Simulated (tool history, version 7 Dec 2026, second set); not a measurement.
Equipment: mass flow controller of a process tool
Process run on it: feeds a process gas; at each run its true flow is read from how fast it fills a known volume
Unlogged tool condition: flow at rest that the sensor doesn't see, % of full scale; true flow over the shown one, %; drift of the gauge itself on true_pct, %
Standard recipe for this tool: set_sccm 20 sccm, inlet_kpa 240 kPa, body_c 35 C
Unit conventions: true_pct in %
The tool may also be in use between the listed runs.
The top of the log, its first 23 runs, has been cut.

run	hour	set_sccm	inlet_kpa	body_c	hours of work since the controller was set to zero	hours of work since the controller was changed	true_pct
24	8605.4	28	259	39	1060	10990	104.17
25	8919.4	20	154	26	1217	11147	105.94
26	9191.8	20	150	20	1353	11284	106.81
# hour 9639.6: controller's zero set anew, once more
27	9641.6	20	150	20	1	11508	102.37
28	10041.3	6	150	40	201	11708	100.42
29	10442.0	28	171	38	401	11908	101.32
30	10780.7	28	171	38	571	12078	101.28
31	11070.0	28	171	38	715	12222	101.41

Below are 3 alternative next runs, each starting from the tool's condition after run 31. Predict each:
A	11521.3	12	147	35	941	12448	?
B	11521.3	28	191	26	941	12448	?
C	11521.3	13	171	24	941	12448	?

run	true_pct
A	101.76
B	102.79
C	102.65
The same runs, with their run-to-run variation unchanged, on a tool lacking any hidden condition would have given:
run	true_pct
A	97.53
B	99.08
C	98.50

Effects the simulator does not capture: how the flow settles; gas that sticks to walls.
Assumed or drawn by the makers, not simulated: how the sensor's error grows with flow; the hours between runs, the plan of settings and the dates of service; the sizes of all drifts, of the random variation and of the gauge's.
